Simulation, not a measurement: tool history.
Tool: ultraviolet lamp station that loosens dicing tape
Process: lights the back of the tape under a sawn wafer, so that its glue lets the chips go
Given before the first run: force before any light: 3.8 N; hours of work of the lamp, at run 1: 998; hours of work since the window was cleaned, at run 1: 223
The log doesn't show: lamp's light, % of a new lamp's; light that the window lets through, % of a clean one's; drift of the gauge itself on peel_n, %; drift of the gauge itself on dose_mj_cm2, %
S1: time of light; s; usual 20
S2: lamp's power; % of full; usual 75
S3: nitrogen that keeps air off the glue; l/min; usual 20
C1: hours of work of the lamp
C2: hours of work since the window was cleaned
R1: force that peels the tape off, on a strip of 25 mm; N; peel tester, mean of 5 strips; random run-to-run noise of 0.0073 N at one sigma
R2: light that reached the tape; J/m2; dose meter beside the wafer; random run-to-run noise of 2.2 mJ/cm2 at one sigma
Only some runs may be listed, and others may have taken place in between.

run 1 hour=0 | S1=20 S2=75 S3=20 | C1=998 C2=223 | R1=0.242 R2=1900
run 2 hour=67.4 | S1=20 S2=75 S3=20 | C1=1028 C2=253 | R1=0.266 R2=1980
run 3 hour=121.8 | S1=20 S2=75 S3=20 | C1=1052 C2=278 | R1=0.258 R2=1920
run 4 hour=187.3 | S1=20 S2=75 S3=20 | C1=1081 C2=307 | R1=0.263 R2=1940
run 5 hour=249.4 | S1=20 S2=75 S3=20 | C1=1109 C2=334 | R1=0.269 R2=1960
run 6 hour=324.8 | S1=20 S2=75 S3=20 | C1=1142 C2=368 | R1=0.267 R2=1960
run 7 hour=387.8 | S1=20 S2=75 S3=20 | C1=1170 C2=396 | R1=0.263 R2=1930
run 8 hour=422 | S1=20 S2=75 S3=20 | C1=1185 C2=411 | R1=0.265 R2=1940
run 9 hour=480 | S1=20 S2=75 S3=9 | C1=1211 C2=437 | R1=0.336 R2=1970
run 10 hour=542.3 | S1=20 S2=96 S3=20 | C1=1239 C2=465 | R1=0.231 R2=2480
run 11 hour=614.1 | S1=20 S2=96 S3=20 | C1=1271 C2=496 | R1=0.231 R2=2510
run 12 hour=660.3 | S1=20 S2=96 S3=20 | C1=1291 C2=517 | R1=0.232 R2=2520
run 13 hour=722.1 | S1=20 S2=96 S3=20 | C1=1319 C2=544 | R1=0.222 R2=2470
run 14 hour=764 | S1=20 S2=96 S3=20 | C1=1338 C2=563 | R1=0.224 R2=2500
run 15 hour=809.1 | S1=20 S2=96 S3=20 | C1=1358 C2=583 | R1=0.234 R2=2530
run 16 hour=851.8 | S1=28 S2=98 S3=12 | C1=1377 C2=602 | R1=0.218 R2=3600
run 17 hour=891.2 | S1=11 S2=75 S3=23 | C1=1394 C2=620 | R1=0.532 R2=1070
run 18 hour=925.9 | S1=37 S2=75 S3=15 | C1=1410 C2=635 | R1=0.218 R2=3580
-- hour=932.6 window cleaned of glue's vapour
run 19 hour=993 | S1=37 S2=61 S3=10 | C1=1439 C2=27 | R1=0.234 R2=2930
run 20 hour=1061 | S1=22 S2=79 S3=12 | C1=1469 C2=57 | R1=0.256 R2=2260
run 21 hour=1111.9 | S1=29 S2=75 S3=23 | C1=1492 C2=80 | R1=0.219 R2=2810
run 22 hour=1173.3 | S1=11 S2=75 S3=15 | C1=1519 C2=107 | R1=0.617 R2=1070
run 23 hour=1209 | S1=11 S2=94 S3=9 | C1=1535 C2=123 | R1=0.543 R2=1360
run 24 hour=1258.7 | S1=22 S2=62 S3=20 | C1=1557 C2=145 | R1=0.284 R2=1770
run 25 hour=1300.6 | S1=22 S2=62 S3=20 | C1=1576 C2=164 | R1=0.28 R2=1800
run 26 hour=1340.6 | S1=17 S2=70 S3=13 | C1=1594 C2=181 | R1=0.376 R2=1570
run 27 hour=1382 | S1=20 S2=85 S3=20 | C1=1612 C2=200 | R1=0.226 R2=2210
run 28 hour=1423.1 | S1=20 S2=85 S3=20 | C1=1630 C2=218 | R1=0.245 R2=2170

3 options for the next run, each taken on its own from the tool as it stands now. Forecast them:
run A hour=1487.3 | S1=20 S2=93 S3=26 | C1=1659 C2=247 | R1=? R2=?
run B hour=1487.3 | S1=27 S2=85 S3=20 | C1=1659 C2=247 | R1=? R2=?
run C hour=1487.3 | S1=20 S2=75 S3=20 | C1=1659 C2=247 | R1=? R2=?

run=A R1=0.222 R2=2420
run=B R1=0.219 R2=2970
run=C R1=0.27 R2=1980
Had the tool no hidden state, the same runs would have come out as:
run=A R1=0.221 R2=2420
run=B R1=0.219 R2=2980
run=C R1=0.269 R2=1990

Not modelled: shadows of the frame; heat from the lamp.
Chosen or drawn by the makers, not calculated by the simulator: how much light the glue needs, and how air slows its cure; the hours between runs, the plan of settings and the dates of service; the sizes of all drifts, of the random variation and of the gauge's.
